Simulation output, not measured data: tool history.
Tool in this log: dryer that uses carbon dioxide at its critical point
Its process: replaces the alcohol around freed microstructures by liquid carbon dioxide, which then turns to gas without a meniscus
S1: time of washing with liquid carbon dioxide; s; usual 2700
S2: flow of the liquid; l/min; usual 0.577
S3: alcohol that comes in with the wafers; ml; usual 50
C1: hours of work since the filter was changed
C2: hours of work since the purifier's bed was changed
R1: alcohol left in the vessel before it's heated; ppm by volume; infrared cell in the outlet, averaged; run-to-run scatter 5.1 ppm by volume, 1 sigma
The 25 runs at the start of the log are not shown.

run,day,S1,S2,S3,C1,C2,R1
26,28.733,1740,0.570,21,354,865,483
27,30.075,3060,0.570,45,379,891,284
28,31.171,3900,0.570,22,400,912,236
# day 31.654: inlet filter changed
29,32.625,3900,0.570,22,18,938,228
30,33.888,3900,0.570,22,42,962,253
31,34.612,3420,0.730,95,56,976,242
32,35.754,3420,0.357,81,78,998,568
33,36.696,3420,0.901,81,96,1016,248
34,37.475,2520,0.662,27,110,1030,283
35,38.862,2520,0.662,27,137,1057,282
36,39.700,2700,0.590,77,153,1073,362
37,40.600,2880,0.641,33,170,1090,283
38,42.138,2880,0.641,33,199,1119,298
39,43.100,2880,0.641,33,217,1137,301
40,44.388,2700,0.574,50,241,1161,386
# day 45.396: purifier's bed changed
41,45.742,1920,0.840,54,265,7,93
42,46.471,2400,0.384,116,279,20,1679
43,47.967,4080,0.822,23,307,49,22
44,49.533,4020,0.577,50,337,78,31
45,50.958,4080,0.577,38,364,105,28
46,52.217,4080,0.577,21,388,129,41
# day 53.367: inlet filter changed
47,53.521,1680,0.570,50,3,153,504

4 ways to go on from here, each from the tool as it stands after run 47. What would each give?
A,54.712,3180,0.570,84,26,176,?
B,54.712,2520,0.639,63,26,176,?
C,54.712,2580,0.428,50,26,176,?
D,54.712,3060,0.364,109,26,176,?

run,R1
A,98
B,111
C,350
D,665
The same runs, with their run-to-run variation unchanged, on a tool lacking any hidden condition would have given:
run,R1
A,50
B,63
C,291
D,586
